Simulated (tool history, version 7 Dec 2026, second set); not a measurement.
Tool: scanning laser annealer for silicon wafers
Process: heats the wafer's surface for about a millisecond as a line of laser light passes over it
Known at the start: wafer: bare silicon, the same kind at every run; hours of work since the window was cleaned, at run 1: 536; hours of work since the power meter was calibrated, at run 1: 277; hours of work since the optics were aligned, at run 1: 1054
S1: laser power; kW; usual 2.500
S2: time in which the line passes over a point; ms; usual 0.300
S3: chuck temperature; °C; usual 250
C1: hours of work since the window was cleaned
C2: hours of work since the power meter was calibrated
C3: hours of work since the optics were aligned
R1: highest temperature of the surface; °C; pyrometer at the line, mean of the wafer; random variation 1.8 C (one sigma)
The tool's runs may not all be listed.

run	hour	S1	S2	S3	C1	C2	C3	R1
1	0.0	2.500	0.300	250	536	277	1054	1016
2	10.3	2.500	0.300	250	543	284	1061	1021
3	18.4	2.500	0.300	250	548	289	1066	1019
4	29.6	2.258	0.300	250	555	296	1073	936
5	36.4	2.258	0.221	250	559	301	1077	829
6	42.9	2.500	0.327	250	564	305	1081	1057
7	49.7	2.500	0.327	250	568	309	1086	1055
8	57.3	2.500	0.300	250	573	314	1091	1017
9	67.3	2.500	0.300	250	579	320	1097	1019
10	76.9	2.500	0.300	250	585	326	1103	1018
11	83.7	2.500	0.300	250	590	331	1107	1021
12	90.9	2.500	0.341	250	594	335	1112	1076
13	96.6	2.500	0.341	250	598	339	1116	1077
14	101.2	2.511	0.300	224	601	342	1118	995
15	108.9	2.263	0.300	247	606	347	1123	937
16	114.7	2.302	0.261	212	609	350	1127	860
17	119.4	2.302	0.261	212	612	354	1130	859
18	128.3	2.302	0.261	212	618	359	1136	857
19	135.1	2.297	0.261	276	622	364	1140	921
20	144.5	2.297	0.331	239	628	370	1146	979
21	152.8	2.234	0.263	250	634	375	1151	883
22	159.4	2.213	0.284	281	638	379	1156	932
23	170.3	2.213	0.284	281	645	386	1163	931
24	178.5	2.698	0.345	273	650	391	1168	1179

4 ways to go on from here, each from the tool as it stands after run 24. What would each give?
A	188.3	2.177	0.338	264	656	397	1174	?
B	188.3	2.650	0.301	276	656	397	1174	?
C	188.3	2.698	0.215	273	656	397	1174	?
D	188.3	2.500	0.380	250	656	397	1174	?

run	R1
A	966
B	1094
C	967
D	1127
Without the tool's hidden state the same runs would have given:
run	R1
A	971
B	1098
C	971
D	1132
